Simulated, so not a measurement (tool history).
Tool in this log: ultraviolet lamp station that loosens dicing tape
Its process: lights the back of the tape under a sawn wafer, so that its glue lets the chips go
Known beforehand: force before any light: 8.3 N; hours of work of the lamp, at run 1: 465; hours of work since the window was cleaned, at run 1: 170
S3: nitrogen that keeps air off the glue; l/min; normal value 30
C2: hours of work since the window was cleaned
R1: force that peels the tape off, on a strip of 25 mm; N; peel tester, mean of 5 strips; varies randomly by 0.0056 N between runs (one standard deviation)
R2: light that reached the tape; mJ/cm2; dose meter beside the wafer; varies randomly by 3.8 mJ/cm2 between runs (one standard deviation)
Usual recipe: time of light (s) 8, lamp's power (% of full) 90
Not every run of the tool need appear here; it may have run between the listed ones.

Run 1, hour 0: usual settings; hours of work of the lamp 465; C2 170. Result: R1 0.25 N, R2 489 mJ/cm2.
Run 2, hour 27.4: usual settings; hours of work of the lamp 481; C2 186. Result: R1 0.272 N, R2 477 mJ/cm2.
Run 3, hour 54.9: usual settings but lamp's power (% of full) 73; hours of work of the lamp 498; C2 203. Result: R1 0.473 N, R2 381 mJ/cm2.
At hour 58.5: window cleaned of glue's vapour.
Run 4, hour 71.2: usual settings but lamp's power (% of full) 73; hours of work of the lamp 508; C2 8. Result: R1 0.533 N, R2 358 mJ/cm2.
Run 5, hour 88: usual settings but lamp's power (% of full) 73; hours of work of the lamp 519; C2 18. Result: R1 0.543 N, R2 357 mJ/cm2.
Run 6, hour 109.5: usual settings but lamp's power (% of full) 73; hours of work of the lamp 532; C2 32. Result: R1 0.586 N, R2 348 mJ/cm2.
Run 7, hour 128.1: usual settings but lamp's power (% of full) 73; hours of work of the lamp 543; C2 43. Result: R1 0.578 N, R2 343 mJ/cm2.
Run 8, hour 148.9: usual settings but lamp's power (% of full) 73; hours of work of the lamp 556; C2 56. Result: R1 0.619 N, R2 340 mJ/cm2.
Run 9, hour 164: usual settings but lamp's power (% of full) 73; hours of work of the lamp 566; C2 65. Result: R1 0.652 N, R2 334 mJ/cm2.
Run 10, hour 180.4: usual settings but time of light (s) 4; hours of work of the lamp 576; C2 75. Result: R1 1.742 N, R2 202 mJ/cm2.
Run 11, hour 197.4: usual settings but time of light (s) 4; hours of work of the lamp 586; C2 86. Result: R1 1.792 N, R2 202 mJ/cm2.
Run 12, hour 208.8: usual settings but time of light (s) 4; hours of work of the lamp 593; C2 93. Result: R1 1.826 N, R2 195 mJ/cm2.
Run 13, hour 222.9: usual settings but lamp's power (% of full) 60; hours of work of the lamp 602; C2 102. Result: R1 1.126 N, R2 257 mJ/cm2.
At hour 229.5: window cleaned of glue's vapour, once more.
Run 14, hour 237.4: usual settings; hours of work of the lamp 611; C2 5. Result: R1 0.181 N, R2 553 mJ/cm2.
Run 15, hour 265.6: usual settings; hours of work of the lamp 628; C2 22. Result: R1 0.186 N, R2 541 mJ/cm2.
Run 16, hour 285.1: usual settings; hours of work of the lamp 640; C2 34. Result: R1 0.189 N, R2 538 mJ/cm2.
Run 17, hour 311.5: usual settings but time of light (s) 4; hours of work of the lamp 657; C2 51. Result: R1 1.082 N, R2 262 mJ/cm2.
Run 18, hour 335.9: usual settings but time of light (s) 4; hours of work of the lamp 672; C2 66. Result: R1 1.118 N, R2 261 mJ/cm2.
Run 19, hour 350: usual settings but time of light (s) 10, lamp's power (% of full) 93; hours of work of the lamp 680; C2 75. Result: R1 0.128 N, R2 665 mJ/cm2.
Run 20, hour 367: usual settings but time of light (s) 10, lamp's power (% of full) 93; hours of work of the lamp 691; C2 85. Result: R1 0.119 N, R2 653 mJ/cm2.
Run 21, hour 379.8: usual settings but time of light (s) 10, lamp's power (% of full) 93, S3 23 l/min; hours of work of the lamp 699; C2 93. Result: R1 0.163 N, R2 650 mJ/cm2.
Run 22, hour 402.9: usual settings but time of light (s) 10, lamp's power (% of full) 87, S3 14 l/min; hours of work of the lamp 713; C2 107. Result: R1 0.338 N, R2 601 mJ/cm2.
Run 23, hour 423.6: usual settings but time of light (s) 10, lamp's power (% of full) 87, S3 14 l/min; hours of work of the lamp 726; C2 120. Result: R1 0.347 N, R2 592 mJ/cm2.
Run 24, hour 447.5: usual settings but time of light (s) 13, lamp's power (% of full) 72, S3 11 l/min; hours of work of the lamp 741; C2 135. Result: R1 0.398 N, R2 611 mJ/cm2.
Run 25, hour 460.5: usual settings but time of light (s) 13, lamp's power (% of full) 72, S3 11 l/min; hours of work of the lamp 749; C2 143. Result: R1 0.404 N, R2 613 mJ/cm2.
Run 26, hour 472.3: usual settings but lamp's power (% of full) 84, S3 56 l/min; hours of work of the lamp 756; C2 150. Result: R1 0.187 N, R2 437 mJ/cm2.
Run 27, hour 494.3: usual settings but time of light (s) 7, lamp's power (% of full) 70, S3 57 l/min; hours of work of the lamp 770; C2 164. Result: R1 0.457 N, R2 312 mJ/cm2.
Run 28, hour 506.4: usual settings but time of light (s) 6, S3 15 l/min; hours of work of the lamp 777; C2 171. Result: R1 1.099 N, R2 341 mJ/cm2.
Run 29, hour 529.7: usual settings but time of light (s) 6, S3 15 l/min; hours of work of the lamp 792; C2 186. Result: R1 1.173 N, R2 333 mJ/cm2.
Run 30, hour 556.8: usual settings but time of light (s) 10, S3 31 l/min; hours of work of the lamp 808; C2 202. Result: R1 0.187 N, R2 550 mJ/cm2.
At hour 562.9: window cleaned of glue's vapour.
Run 31, hour 572.8: usual settings but time of light (s) 10, S3 31 l/min; hours of work of the lamp 818; C2 6. Result: R1 0.126 N, R2 654 mJ/cm2.
Run 32, hour 595.7: usual settings but time of light (s) 10, S3 31 l/min; hours of work of the lamp 832; C2 20. Result: R1 0.135 N, R2 636 mJ/cm2.
Run 33, hour 607.8: usual settings but time of light (s) 10, S3 31 l/min; hours of work of the lamp 839; C2 28. Result: R1 0.122 N, R2 636 mJ/cm2.
Run 34, hour 624.1: usual settings but lamp's power (% of full) 70, S3 11 l/min; hours of work of the lamp 850; C2 38. Result: R1 1.096 N, R2 399 mJ/cm2.

Difference, measured minus no-hidden-state, one row per run. Run-to-run variation is common to both terms; the gauge's own scatter need not be:
The tool's hidden condition here consists of: lamp's light, % of a new lamp's; light that the window lets through, % of a clean one's; drift of the gauge itself on peel_n, %; drift of the gauge itself on dose_mj_cm2, %.
run      R1    R2
  1  +0.119  -167
  2  +0.134  -176
  3  +0.272  -153
  4  +0.336  -171
  5  +0.352  -178
  6   +0.39  -184
  7  +0.391  -188
  8  +0.427  -196
  9  +0.459  -199
 10  +1.052  -125
 11  +1.099  -130
 12  +1.124  -131
 13  +0.784  -178
 14  +0.055  -102
 15  +0.063  -112
 16  +0.069  -121
 17  +0.406   -65
 18  +0.443   -69
 19  +0.031  -186
 20  +0.032  -194
 21  +0.058  -201
 22   +0.17  -200
 23  +0.184  -209
 24  +0.217  -232
 25  +0.228  -240
 26   +0.09  -177
 27  +0.272  -134
 28   +0.61  -153
 29  +0.672  -157
 30  +0.088  -277
 31  +0.031  -172
 32  +0.034  -180
 33  +0.037  -187
 34   +0.48  -122
